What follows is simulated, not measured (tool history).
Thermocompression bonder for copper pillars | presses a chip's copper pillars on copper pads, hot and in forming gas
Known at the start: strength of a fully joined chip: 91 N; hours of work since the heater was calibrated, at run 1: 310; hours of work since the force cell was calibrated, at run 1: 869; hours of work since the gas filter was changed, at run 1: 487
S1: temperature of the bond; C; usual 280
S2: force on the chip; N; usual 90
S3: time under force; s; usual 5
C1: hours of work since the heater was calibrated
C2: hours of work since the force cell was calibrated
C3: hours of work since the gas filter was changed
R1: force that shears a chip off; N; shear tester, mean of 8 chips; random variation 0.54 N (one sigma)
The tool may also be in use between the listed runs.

run 1 hour=0.0 | S1=280 S2=90 S3=5 | C1=310 C2=869 C3=487 | R1=38.5
-- hour=11.8 forming gas filter changed
run 2 hour=24.6 | S1=280 S2=119 S3=5 | C1=329 C2=887 C3=10 | R1=55.2
run 3 hour=41.8 | S1=280 S2=119 S3=5 | C1=342 C2=900 C3=23 | R1=55.4
run 4 hour=70.2 | S1=280 S2=93 S3=5 | C1=363 C2=922 C3=44 | R1=43.4
run 5 hour=90.1 | S1=280 S2=93 S3=5 | C1=379 C2=937 C3=60 | R1=44.2
run 6 hour=113.3 | S1=280 S2=90 S3=6 | C1=396 C2=955 C3=77 | R1=45.5
run 7 hour=138.1 | S1=280 S2=90 S3=6 | C1=415 C2=974 C3=96 | R1=45.9
run 8 hour=164.4 | S1=280 S2=90 S3=5 | C1=435 C2=994 C3=116 | R1=41.8
run 9 hour=187.9 | S1=280 S2=90 S3=5 | C1=453 C2=1012 C3=134 | R1=41.4
run 10 hour=211.1 | S1=280 S2=90 S3=5 | C1=471 C2=1029 C3=151 | R1=42.8
run 11 hour=225.5 | S1=280 S2=90 S3=5 | C1=482 C2=1040 C3=162 | R1=43.0
run 12 hour=248.0 | S1=280 S2=90 S3=5 | C1=499 C2=1057 C3=180 | R1=41.8
run 13 hour=273.5 | S1=280 S2=90 S3=5 | C1=518 C2=1077 C3=199 | R1=41.9
run 14 hour=299.8 | S1=280 S2=90 S3=5 | C1=538 C2=1097 C3=219 | R1=42.0
-- hour=326.9 heater calibrated with a thermocouple chip
run 15 hour=329.4 | S1=280 S2=90 S3=5 | C1=2 C2=1118 C3=240 | R1=43.0
-- hour=334.3 force cell calibrated
run 16 hour=349.1 | S1=280 S2=90 S3=5 | C1=16 C2=11 C3=254 | R1=46.4
run 17 hour=377.8 | S1=280 S2=90 S3=4 | C1=38 C2=33 C3=276 | R1=42.7
run 18 hour=395.9 | S1=280 S2=90 S3=5 | C1=51 C2=47 C3=289 | R1=45.0
run 19 hour=409.7 | S1=280 S2=90 S3=5 | C1=62 C2=57 C3=300 | R1=46.2
-- hour=436.9 heater calibrated with a thermocouple chip, once more
run 20 hour=440.8 | S1=270 S2=90 S3=5 | C1=3 C2=80 C3=322 | R1=34.7
run 21 hour=461.7 | S1=270 S2=90 S3=5 | C1=19 C2=95 C3=338 | R1=35.0
run 22 hour=477.7 | S1=268 S2=90 S3=9 | C1=31 C2=108 C3=350 | R1=42.3
run 23 hour=505.8 | S1=264 S2=100 S3=4 | C1=52 C2=129 C3=371 | R1=34.0
run 24 hour=525.4 | S1=308 S2=92 S3=4 | C1=67 C2=144 C3=386 | R1=49.2
run 25 hour=549.8 | S1=274 S2=92 S3=4 | C1=86 C2=162 C3=405 | R1=34.7
run 26 hour=564.7 | S1=280 S2=117 S3=4 | C1=97 C2=174 C3=416 | R1=45.8
run 27 hour=587.8 | S1=280 S2=117 S3=4 | C1=115 C2=191 C3=434 | R1=46.2
run 28 hour=605.9 | S1=280 S2=62 S3=5 | C1=128 C2=205 C3=448 | R1=26.1
run 29 hour=633.4 | S1=280 S2=115 S3=5 | C1=149 C2=226 C3=469 | R1=49.0
run 30 hour=659.9 | S1=308 S2=115 S3=8 | C1=170 C2=246 C3=489 | R1=67.3
-- hour=668.8 forming gas filter changed
run 31 hour=688.7 | S1=280 S2=85 S3=14 | C1=191 C2=268 C3=15 | R1=57.0
run 32 hour=715.6 | S1=280 S2=58 S3=5 | C1=212 C2=288 C3=36 | R1=26.8
run 33 hour=733.5 | S1=280 S2=58 S3=5 | C1=225 C2=302 C3=49 | R1=26.3
run 34 hour=752.6 | S1=280 S2=58 S3=5 | C1=240 C2=316 C3=64 | R1=26.9
run 35 hour=773.7 | S1=280 S2=58 S3=5 | C1=256 C2=332 C3=80 | R1=26.1
run 36 hour=801.1 | S1=285 S2=72 S3=6 | C1=277 C2=353 C3=101 | R1=38.1
run 37 hour=816.3 | S1=285 S2=72 S3=6 | C1=288 C2=365 C3=112 | R1=37.4
run 38 hour=845.7 | S1=259 S2=67 S3=8 | C1=310 C2=387 C3=135 | R1=29.3
run 39 hour=865.3 | S1=259 S2=86 S3=7 | C1=325 C2=402 C3=149 | R1=36.9

Forecast each of these 3 alternatives for the next run:
run A hour=888.8 | S1=270 S2=116 S3=10 | C1=343 C2=420 C3=167 | R1=?
run B hour=888.8 | S1=280 S2=104 S3=15 | C1=343 C2=420 C3=167 | R1=?
run C hour=888.8 | S1=252 S2=69 S3=7 | C1=343 C2=420 C3=167 | R1=?

run=A R1=59.7
run=B R1=65.7
run=C R1=25.8
Without the tool's hidden state the same runs would have given:
run=A R1=59.2
run=B R1=65.6
run=C R1=24.8
